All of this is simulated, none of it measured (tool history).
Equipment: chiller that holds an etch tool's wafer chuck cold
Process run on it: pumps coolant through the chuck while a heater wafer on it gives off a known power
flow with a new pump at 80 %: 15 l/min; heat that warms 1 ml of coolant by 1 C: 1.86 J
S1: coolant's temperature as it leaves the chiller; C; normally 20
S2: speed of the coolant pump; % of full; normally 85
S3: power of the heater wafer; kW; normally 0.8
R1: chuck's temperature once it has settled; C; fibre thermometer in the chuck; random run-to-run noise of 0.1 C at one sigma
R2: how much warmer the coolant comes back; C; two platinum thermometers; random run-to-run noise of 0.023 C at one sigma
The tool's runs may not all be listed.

run	hour	S1	S2	S3	R1	R2
1	0	20	85	0.8	28.7	1.6
2	85.7	20	85	0.673	27.5	1.33
3	248.4	11	85	0.8	19.9	1.62
4	388.1	11	85	0.8	19.9	1.59
5	577.8	11	85	0.8	19.9	1.6
6	674.1	20	85	0.8	28.9	1.56
7	845.2	20	85	0.8	28.9	1.57
8	1047.4	20	85	1.152	32.8	2.26
9	1242.4	28	92	0.769	36	1.37
10	1335.8	17	85	0.737	25	1.43
11	1454.6	21	85	1.072	32.7	2.09
12	1583.7	21	70	0.452	26.7	1.01
13	1754.7	12	70	0.452	17.7	1
14	1847.9	22	85	0.687	29.5	1.32
15	1961	22	65	0.687	31.3	1.71

What if the next run were any one of these 3? Each begins from the tool's condition after run 15:
A	2075.4	10	97	0.953	?	?
B	2075.4	22	80	0.809	?	?
C	2075.4	20	67	0.8	?	?

run	R1	R2
A	19.5	1.59
B	31.5	1.66
C	30.6	1.93
Take away the tool's hidden state, keep each run's random variation, and the runs would have read:
run	R1	R2
A	19.5	1.71
B	31.5	1.77
C	30.6	2.05
